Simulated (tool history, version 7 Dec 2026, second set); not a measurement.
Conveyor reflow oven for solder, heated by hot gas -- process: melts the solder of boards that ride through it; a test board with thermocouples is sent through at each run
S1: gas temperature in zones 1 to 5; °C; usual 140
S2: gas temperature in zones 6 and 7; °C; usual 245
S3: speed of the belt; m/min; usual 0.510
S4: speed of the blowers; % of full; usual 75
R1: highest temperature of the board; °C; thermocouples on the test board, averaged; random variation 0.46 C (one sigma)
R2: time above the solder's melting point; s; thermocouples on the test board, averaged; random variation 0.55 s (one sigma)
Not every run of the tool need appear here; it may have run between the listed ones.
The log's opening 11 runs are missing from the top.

run 12 hour=720.5 | S1=140 S2=247 S3=0.510 S4=75 | R1=225.4 R2=68.0
-- hour=760.0 flux residue cleaned out of gas plates and filters, once more
run 13 hour=765.1 | S1=140 S2=245 S3=0.510 S4=85 | R1=225.0 R2=69.1
run 14 hour=810.8 | S1=140 S2=245 S3=0.510 S4=52 | R1=218.6 R2=63.6
run 15 hour=863.7 | S1=140 S2=245 S3=0.510 S4=52 | R1=218.3 R2=62.9
run 16 hour=926.6 | S1=140 S2=245 S3=0.510 S4=52 | R1=218.6 R2=63.1
run 17 hour=988.5 | S1=140 S2=245 S3=0.510 S4=52 | R1=217.3 R2=63.2
run 18 hour=1066.7 | S1=130 S2=251 S3=0.437 S4=88 | R1=232.8 R2=81.9
-- hour=1105.6 flux residue cleaned out of gas plates and filters
run 19 hour=1136.6 | S1=149 S2=251 S3=0.474 S4=76 | R1=231.8 R2=83.6
run 20 hour=1186.1 | S1=149 S2=244 S3=0.474 S4=76 | R1=225.9 R2=80.8
-- hour=1244.2 thermocouples of zones 6 and 7 changed
run 21 hour=1251.8 | S1=149 S2=244 S3=0.474 S4=76 | R1=228.5 R2=81.8
-- hour=1272.2 belt drive overhauled, speed set with a stopwatch
run 22 hour=1296.4 | S1=140 S2=255 S3=0.510 S4=75 | R1=233.1 R2=73.5
run 23 hour=1365.8 | S1=140 S2=259 S3=0.546 S4=54 | R1=227.5 R2=64.7
run 24 hour=1423.1 | S1=140 S2=259 S3=0.546 S4=54 | R1=227.3 R2=65.0
-- hour=1453.6 flux residue cleaned out of gas plates and filters
run 25 hour=1478.0 | S1=140 S2=245 S3=0.510 S4=66 | R1=222.6 R2=67.0
run 26 hour=1526.3 | S1=140 S2=245 S3=0.510 S4=66 | R1=223.5 R2=66.3
run 27 hour=1588.2 | S1=140 S2=246 S3=0.510 S4=66 | R1=223.7 R2=66.3
run 28 hour=1642.3 | S1=140 S2=246 S3=0.510 S4=66 | R1=223.0 R2=67.1
run 29 hour=1683.1 | S1=152 S2=246 S3=0.418 S4=66 | R1=231.8 R2=95.1
run 30 hour=1757.8 | S1=125 S2=246 S3=0.518 S4=85 | R1=222.5 R2=60.5

Below are 4 alternative next runs, each starting from the tool's condition after run 30. Predict each:
-- hour=1794.1 flux residue cleaned out of gas plates and filters
run A hour=1831.9 | S1=125 S2=242 S3=0.574 S4=82 | R1=? R2=?
-- hour=1794.1 flux residue cleaned out of gas plates and filters
run B hour=1831.9 | S1=145 S2=244 S3=0.494 S4=85 | R1=? R2=?
-- hour=1794.1 flux residue cleaned out of gas plates and filters
run C hour=1831.9 | S1=135 S2=245 S3=0.510 S4=75 | R1=? R2=?
-- hour=1794.1 flux residue cleaned out of gas plates and filters
run D hour=1831.9 | S1=140 S2=245 S3=0.510 S4=89 | R1=? R2=?

run=A R1=215.2 R2=48.5
run=B R1=227.0 R2=73.7
run=C R1=223.7 R2=65.2
run=D R1=226.2 R2=69.9
Stripped of hidden state, with their random variation kept, the same runs would have yielded:
run=A R1=216.5 R2=49.1
run=B R1=228.3 R2=73.9
run=C R1=224.9 R2=65.5
run=D R1=227.5 R2=70.1
